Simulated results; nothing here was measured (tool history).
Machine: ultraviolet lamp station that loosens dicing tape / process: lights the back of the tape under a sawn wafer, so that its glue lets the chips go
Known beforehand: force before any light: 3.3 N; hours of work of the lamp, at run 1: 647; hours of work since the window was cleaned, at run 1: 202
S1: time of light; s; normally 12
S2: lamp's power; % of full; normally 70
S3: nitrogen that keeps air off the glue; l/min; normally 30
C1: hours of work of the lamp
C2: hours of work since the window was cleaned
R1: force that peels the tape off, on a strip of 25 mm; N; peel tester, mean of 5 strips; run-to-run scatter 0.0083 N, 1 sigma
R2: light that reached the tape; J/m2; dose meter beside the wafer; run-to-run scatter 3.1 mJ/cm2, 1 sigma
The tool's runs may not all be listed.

Run 1, hour 0.0: usual settings; C1 647; C2 202. Result: R1 0.572 N, R2 3480 J/m2.
Run 2, hour 19.3: usual settings but S3 27 l/min; C1 659; C2 213. Result: R1 0.632 N, R2 3470 J/m2.
Run 3, hour 42.2: usual settings but S3 27 l/min; C1 673; C2 227. Result: R1 0.675 N, R2 3340 J/m2.
At hour 54.0: window cleaned of glue's vapour.
Run 4, hour 70.0: usual settings but S3 27 l/min; C1 689; C2 10. Result: R1 0.586 N, R2 3640 J/m2.
Run 5, hour 82.9: usual settings; C1 697; C2 17. Result: R1 0.543 N, R2 3650 J/m2.
Run 6, hour 97.7: usual settings; C1 706; C2 26. Result: R1 0.546 N, R2 3610 J/m2.
Run 7, hour 109.1: usual settings; C1 713; C2 33. Result: R1 0.568 N, R2 3610 J/m2.
Run 8, hour 124.5: usual settings; C1 722; C2 43. Result: R1 0.586 N, R2 3570 J/m2.
Run 9, hour 141.0: usual settings; C1 732; C2 53. Result: R1 0.590 N, R2 3540 J/m2.
Run 10, hour 164.8: usual settings; C1 747; C2 67. Result: R1 0.566 N, R2 3480 J/m2.
At hour 186.5: lamp changed.
Run 11, hour 188.5: usual settings; C1 1; C2 81. Result: R1 0.358 N, R2 4670 J/m2.
Run 12, hour 212.4: usual settings; C1 16; C2 95. Result: R1 0.373 N, R2 4560 J/m2.
Run 13, hour 227.1: usual settings but S2 82 % of full; C1 25; C2 104. Result: R1 0.261 N, R2 5330 J/m2.
Run 14, hour 241.5: usual settings but S2 82 % of full; C1 33; C2 113. Result: R1 0.267 N, R2 5290 J/m2.
Run 15, hour 268.2: usual settings but S2 82 % of full; C1 49; C2 129. Result: R1 0.262 N, R2 5220 J/m2.
Run 16, hour 293.2: usual settings but S2 82 % of full; C1 64; C2 144. Result: R1 0.286 N, R2 5200 J/m2.
Run 17, hour 319.6: usual settings but S2 82 % of full; C1 80; C2 160. Result: R1 0.279 N, R2 5090 J/m2.
Run 18, hour 340.0: usual settings; C1 93; C2 172. Result: R1 0.409 N, R2 4300 J/m2.
Run 19, hour 362.8: usual settings; C1 107; C2 186. Result: R1 0.393 N, R2 4310 J/m2.
Run 20, hour 380.7: usual settings; C1 117; C2 197. Result: R1 0.424 N, R2 4270 J/m2.
Run 21, hour 407.4: usual settings; C1 133; C2 213. Result: R1 0.420 N, R2 4160 J/m2.
Run 22, hour 432.9: usual settings but S1 9 s, S2 91 % of full, S3 17 l/min; C1 149; C2 228. Result: R1 0.682 N, R2 4050 J/m2.
At hour 443.5: window cleaned of glue's vapour.
Run 23, hour 449.7: usual settings but S1 9 s, S2 91 % of full, S3 17 l/min; C1 159; C2 4. Result: R1 0.605 N, R2 4370 J/m2.
Run 24, hour 470.4: usual settings but S1 15 s, S3 13 l/min; C1 171; C2 16. Result: R1 0.500 N, R2 5570 J/m2.
Run 25, hour 494.3: usual settings but S1 15 s, S2 61 % of full, S3 13 l/min; C1 186; C2 31. Result: R1 0.627 N, R2 4780 J/m2.
Run 26, hour 515.6: usual settings but S2 74 % of full, S3 13 l/min; C1 199; C2 44. Result: R1 0.678 N, R2 4610 J/m2.
Run 27, hour 531.3: usual settings but S1 9 s, S2 63 % of full, S3 12 l/min; C1 208; C2 53. Result: R1 1.260 N, R2 2920 J/m2.
Run 28, hour 545.0: usual settings but S1 9 s, S2 63 % of full, S3 12 l/min; C1 216; C2 61. Result: R1 1.257 N, R2 2910 J/m2.
Run 29, hour 572.2: usual settings but S1 13 s, S2 66 % of full, S3 23 l/min; C1 233; C2 78. Result: R1 0.494 N, R2 4370 J/m2.
Run 30, hour 590.5: usual settings but S1 10 s, S2 100 % of full; C1 244; C2 89. Result: R1 0.309 N, R2 5060 J/m2.
Run 31, hour 607.1: usual settings but S2 80 % of full; C1 254; C2 99. Result: R1 0.326 N, R2 4780 J/m2.
Run 32, hour 620.4: usual settings but S2 80 % of full; C1 262; C2 107. Result: R1 0.338 N, R2 4720 J/m2.
Run 33, hour 639.2: usual settings but S2 80 % of full; C1 273; C2 118. Result: R1 0.333 N, R2 4680 J/m2.
Run 34, hour 663.1: usual settings but S1 7 s, S2 60 % of full, S3 26 l/min; C1 288; C2 133. Result: R1 1.299 N, R2 2030 J/m2.
Run 35, hour 688.9: usual settings but S1 7 s, S2 60 % of full, S3 14 l/min; C1 303; C2 148. Result: R1 1.591 N, R2 2020 J/m2.
Run 36, hour 707.4: usual settings but S1 7 s, S2 81 % of full; C1 314; C2 159. Result: R1 0.903 N, R2 2700 J/m2.
Run 37, hour 727.0: usual settings but S1 21 s, S3 13 l/min; C1 326; C2 171. Result: R1 0.327 N, R2 6960 J/m2.
Run 38, hour 743.7: usual settings but S3 19 l/min; C1 336; C2 181. Result: R1 0.660 N, R2 3960 J/m2.
Run 39, hour 769.1: usual settings but S3 19 l/min; C1 352; C2 197. Result: R1 0.677 N, R2 3880 J/m2.
Run 40, hour 788.9: usual settings but S1 6 s, S2 63 % of full, S3 19 l/min; C1 364; C2 209. Result: R1 1.655 N, R2 1710 J/m2.
Run 41, hour 805.7: usual settings but S1 6 s, S2 63 % of full, S3 19 l/min; C1 374; C2 219. Result: R1 1.650 N, R2 1730 J/m2.
Run 42, hour 824.6: usual settings but S1 15 s, S2 63 % of full, S3 19 l/min; C1 385; C2 230. Result: R1 0.598 N, R2 4260 J/m2.

Consider 4 possible next runs. They are alternatives, not a sequence: every one starts from the tool as it was left by run 42. What does each give?
At hour 830.8: window cleaned of glue's vapour.
Run A, hour 840.8: usual settings but S1 11 s, S3 11 l/min; C1 395; C2 6. Result: R1 ?, R2 ?.
At hour 830.8: window cleaned of glue's vapour.
Run B, hour 840.8: usual settings but S1 8 s, S2 90 % of full, S3 19 l/min; C1 395; C2 6. Result: R1 ?, R2 ?.
At hour 830.8: window cleaned of glue's vapour.
Run C, hour 840.8: usual settings but S1 8 s, S2 90 % of full, S3 12 l/min; C1 395; C2 6. Result: R1 ?, R2 ?.
At hour 830.8: window cleaned of glue's vapour.
Run D, hour 840.8: usual settings but S1 15 s, S2 69 % of full, S3 11 l/min; C1 395; C2 6. Result: R1 ?, R2 ?.

run     R1    R2
  A  0.978  3770
  B  0.815  3480
  C  1.000  3470
  D  0.651  5060
Without the tool's unlogged condition, the same runs would have read:
run     R1    R2
  A  0.807  4380
  B  0.652  4040
  C  0.830  4040
  D  0.507  5880

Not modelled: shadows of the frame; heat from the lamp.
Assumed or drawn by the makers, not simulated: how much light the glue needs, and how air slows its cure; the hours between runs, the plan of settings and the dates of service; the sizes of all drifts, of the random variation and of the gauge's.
